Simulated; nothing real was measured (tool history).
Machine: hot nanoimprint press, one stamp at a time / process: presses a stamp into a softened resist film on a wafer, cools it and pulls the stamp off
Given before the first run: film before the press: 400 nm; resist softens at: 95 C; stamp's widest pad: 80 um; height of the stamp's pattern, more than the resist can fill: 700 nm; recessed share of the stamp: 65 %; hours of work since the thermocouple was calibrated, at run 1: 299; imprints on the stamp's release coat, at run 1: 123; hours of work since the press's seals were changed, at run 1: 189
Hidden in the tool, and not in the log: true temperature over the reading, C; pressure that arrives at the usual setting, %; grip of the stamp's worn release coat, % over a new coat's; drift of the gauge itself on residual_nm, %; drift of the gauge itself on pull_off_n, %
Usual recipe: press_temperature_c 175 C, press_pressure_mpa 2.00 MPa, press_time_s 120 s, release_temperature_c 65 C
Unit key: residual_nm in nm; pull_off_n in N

run,hour,press_temperature_c,press_pressure_mpa,press_time_s,release_temperature_c,hours of work since the thermocouple was calibrated,imprints on the stamp's release coat,hours of work since the press's seals were changed,residual_nm,pull_off_n
1,0.0,175,2.00,120,65,299,123,189,198.9,164.4
# hour 3.9: plate thermocouple calibrated
2,13.9,175,2.00,120,65,7,153,197,197.5,164.0
3,20.9,175,2.00,63,65,12,173,202,245.8,163.7
# hour 32.9: plate thermocouple calibrated, once more
4,34.7,175,2.00,63,65,1,204,209,252.2,170.9
5,41.9,175,2.00,63,65,6,224,214,251.9,169.9
6,49.8,175,2.00,176,65,12,246,219,175.7,172.6
7,54.9,175,2.00,176,65,15,261,223,175.7,170.5
8,64.3,175,2.00,176,65,21,287,229,175.8,172.6
9,70.8,175,2.00,120,50,26,305,234,203.3,240.6
10,77.1,175,2.00,120,50,30,323,238,203.2,238.8
11,87.4,175,2.00,120,61,37,352,245,203.3,191.2
12,97.0,175,2.00,120,61,44,379,252,203.1,192.0
13,102.1,181,1.41,125,61,47,394,255,199.0,192.8
14,108.5,181,1.41,125,61,52,412,260,199.2,193.3
15,114.4,181,2.94,159,61,56,429,264,131.5,193.9
16,124.1,177,2.00,120,65,62,456,270,193.5,176.8
17,130.8,177,2.00,120,65,67,475,275,193.4,177.1
18,140.6,178,2.00,120,52,74,503,282,188.4,235.5
# hour 152.3: stamp cleaned and given a new release coat
19,153.0,175,3.03,120,65,78,2,286,171.3,162.4
20,160.0,175,1.31,235,63,83,21,291,187.0,173.6
21,166.2,184,1.31,101,63,87,39,295,206.8,172.6
22,171.9,184,1.31,101,63,91,55,299,207.3,172.5
23,182.4,184,1.31,101,63,98,85,306,207.0,174.2

A few steps of residual_nm between consecutive runs. Split each: what settings, incoming material and random variation would produce without the hidden state, and what is left over for the hidden state, along with gauge scatter present in only one of the two compared results (measured, and without hidden state):
Run 1 -> 2: plate thermocouple calibrated. residual_nm -1.4 nm: hidden state -1.8, all else +0.4.
Run 3 -> 4: plate thermocouple calibrated, once more. residual_nm +6.4 nm: hidden state +6.2, all else +0.2.
Run 5 -> 6: press_time_s 63 -> 176. residual_nm -76.2 nm: hidden state -0.1, all else -76.1.
Run 14 -> 15: press_pressure_mpa 1.41 -> 2.94, press_time_s 125 -> 159. residual_nm -67.7 nm: hidden state +0.4, all else -68.1.

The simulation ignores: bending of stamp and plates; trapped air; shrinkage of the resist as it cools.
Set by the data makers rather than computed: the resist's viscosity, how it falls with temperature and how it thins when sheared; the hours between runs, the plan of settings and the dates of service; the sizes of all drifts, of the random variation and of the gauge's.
